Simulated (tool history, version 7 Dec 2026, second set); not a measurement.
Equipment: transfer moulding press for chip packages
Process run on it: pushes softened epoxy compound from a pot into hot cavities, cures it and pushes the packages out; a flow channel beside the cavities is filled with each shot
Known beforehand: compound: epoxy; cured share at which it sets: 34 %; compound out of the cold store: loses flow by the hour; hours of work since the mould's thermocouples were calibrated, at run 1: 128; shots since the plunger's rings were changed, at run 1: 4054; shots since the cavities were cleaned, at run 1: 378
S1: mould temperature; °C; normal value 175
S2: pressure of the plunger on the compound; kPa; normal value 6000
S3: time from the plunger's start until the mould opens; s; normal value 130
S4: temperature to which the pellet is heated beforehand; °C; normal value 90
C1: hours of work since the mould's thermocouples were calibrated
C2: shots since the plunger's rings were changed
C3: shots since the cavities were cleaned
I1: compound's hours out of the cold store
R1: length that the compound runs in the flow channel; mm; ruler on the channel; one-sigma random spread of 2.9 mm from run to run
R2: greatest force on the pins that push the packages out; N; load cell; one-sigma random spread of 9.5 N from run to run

| run | hour | S1 | S2 | S3 | S4 | C1 | C2 | C3 | I1 | R1 | R2 |
|---|---|---|---|---|---|---|---|---|---|---|---|
| 1 | 0.0 | 175 | 6000 | 130 | 90 | 128 | 4054 | 378 | 26.3 | 831 | 431 |
|  | 25.6 | plunger's sealing rings changed |
| 2 | 41.3 | 175 | 6000 | 130 | 83 | 157 | 178 | 818 | 13.9 | 913 | 472 |
|  | 67.3 | cavities cleaned with cleaning compound and waxed |
| 3 | 69.8 | 175 | 6000 | 130 | 83 | 177 | 484 | 28 | 20.0 | 868 | 427 |
| 4 | 101.3 | 175 | 6000 | 130 | 83 | 200 | 842 | 386 | 9.3 | 939 | 449 |
| 5 | 134.6 | 172 | 6000 | 130 | 83 | 225 | 1219 | 763 | 45.0 | 742 | 472 |
| 6 | 156.0 | 172 | 6000 | 130 | 83 | 241 | 1462 | 1006 | 25.6 | 845 | 474 |
|  | 161.9 | cavities cleaned with cleaning compound and waxed |
| 7 | 203.5 | 172 | 6000 | 130 | 83 | 275 | 1984 | 472 | 17.6 | 892 | 484 |
| 8 | 247.6 | 172 | 6000 | 130 | 83 | 308 | 2484 | 972 | 13.0 | 923 | 499 |
|  | 256.4 | cavities cleaned with cleaning compound and waxed |
| 9 | 274.5 | 175 | 4650 | 130 | 90 | 327 | 2772 | 205 | 16.7 | 784 | 449 |
| 10 | 323.5 | 175 | 4650 | 130 | 90 | 363 | 3329 | 762 | 21.5 | 760 | 434 |
|  | 350.9 | cavities cleaned with cleaning compound and waxed |
| 11 | 354.6 | 172 | 5540 | 167 | 90 | 385 | 3664 | 43 | 47.4 | 695 | 422 |

For run 12, what comes out?
| 12 | 383.5 | 172 | 5540 | 167 | 90 | 407 | 3992 | 371 | 29.1 | ? | ? |

R1: 795 mm
R2: 434 N
With no hidden state in the tool, this same run would have given R1 796 mm, R2 430 N.
